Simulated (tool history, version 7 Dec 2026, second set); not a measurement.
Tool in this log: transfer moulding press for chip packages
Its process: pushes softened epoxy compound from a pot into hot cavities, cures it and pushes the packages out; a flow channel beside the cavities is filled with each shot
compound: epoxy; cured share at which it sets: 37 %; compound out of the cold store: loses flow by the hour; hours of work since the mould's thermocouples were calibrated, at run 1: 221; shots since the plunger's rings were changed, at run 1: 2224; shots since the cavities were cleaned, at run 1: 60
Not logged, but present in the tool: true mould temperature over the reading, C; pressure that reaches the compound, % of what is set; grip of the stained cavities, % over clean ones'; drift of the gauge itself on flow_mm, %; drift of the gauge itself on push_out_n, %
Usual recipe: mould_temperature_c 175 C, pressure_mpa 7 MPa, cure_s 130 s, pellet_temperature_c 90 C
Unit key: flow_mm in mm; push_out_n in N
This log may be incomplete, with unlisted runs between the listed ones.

run,hour,mould_temperature_c,pressure_mpa,cure_s,pellet_temperature_c,hours of work since the mould's thermocouples were calibrated,shots since the plunger's rings were changed,shots since the cavities were cleaned,incoming compound's hours out of the cold store,flow_mm,push_out_n
1,0,175,7,130,90,221,2224,60,26.1,507,176
2,12.8,175,7,130,90,229,2345,181,46.8,479,158
3,24.6,175,7,130,90,236,2456,292,37.9,495,170
4,30.4,175,7,130,90,240,2511,347,31,506,160
5,38,175,7,130,90,245,2583,419,18.5,520,170
6,47.8,175,7,130,90,251,2675,511,37.2,498,178
7,55.5,175,7,130,90,256,2748,584,18.1,520,174
# hour 60.2: cavities cleaned with cleaning compound and waxed
8,69.8,175,7,130,90,264,2869,90,36.8,494,161
9,82.3,175,7,130,90,272,2988,209,19.9,520,176
10,96,175,7,130,90,281,3117,338,21.3,519,172
11,107.3,173,7,130,90,288,3224,445,32.8,502,181
12,120.1,173,7,130,90,296,3345,566,28.4,510,182
# hour 126.6: cavities cleaned with cleaning compound and waxed
13,134.3,173,7,130,90,304,3465,73,41.6,490,174
14,145.1,173,7,130,90,311,3567,175,34.5,502,171
15,152.7,173,7,130,90,316,3639,247,24.5,516,183
16,163.7,181,7,141,98,323,3743,351,19.8,509,152
17,173.1,181,7,141,98,329,3832,440,10.5,520,148
18,185.1,181,7,141,98,337,3946,554,12.5,524,162
# hour 192.7: cavities cleaned with cleaning compound and waxed
19,196.2,170,7,121,89,343,4036,33,28.4,519,234
# hour 199.2: mould's thermocouples calibrated
20,205.5,170,7,121,89,4,4106,103,13.1,535,228
21,214.4,170,7,121,89,10,4189,186,35.2,508,223
22,221.3,170,7.39,130,89,14,4255,252,31.6,526,205
23,234.9,175,6.01,164,90,23,4383,380,35.2,459,157
24,244.5,175,6.01,164,90,29,4474,471,12.4,492,147
25,250.3,181,6.08,142,89,33,4529,526,15.6,476,154
26,257.6,174,7.55,141,90,37,4598,595,14.3,555,171
# hour 260.8: cavities cleaned with cleaning compound and waxed
27,269.3,175,7.9,160,83,44,4695,81,14.7,560,154
28,280.4,176,5.48,130,82,51,4799,185,35.9,431,170
29,287.1,176,5.48,130,82,55,4863,249,45.9,425,167

Forecast each of these 3 alternatives for the next run:
A,295.8,175,7,158,91,61,4945,331,33.2,?,?
B,295.8,175,7,139,93,61,4945,331,11,?,?
C,295.8,173,7,130,90,61,4945,331,29.6,?,?

run,flow_mm,push_out_n
A,495,154
B,530,166
C,508,181
Stripped of hidden state, with their random variation kept, the same runs would have yielded:
run,flow_mm,push_out_n
A,496,153
B,531,165
C,509,180

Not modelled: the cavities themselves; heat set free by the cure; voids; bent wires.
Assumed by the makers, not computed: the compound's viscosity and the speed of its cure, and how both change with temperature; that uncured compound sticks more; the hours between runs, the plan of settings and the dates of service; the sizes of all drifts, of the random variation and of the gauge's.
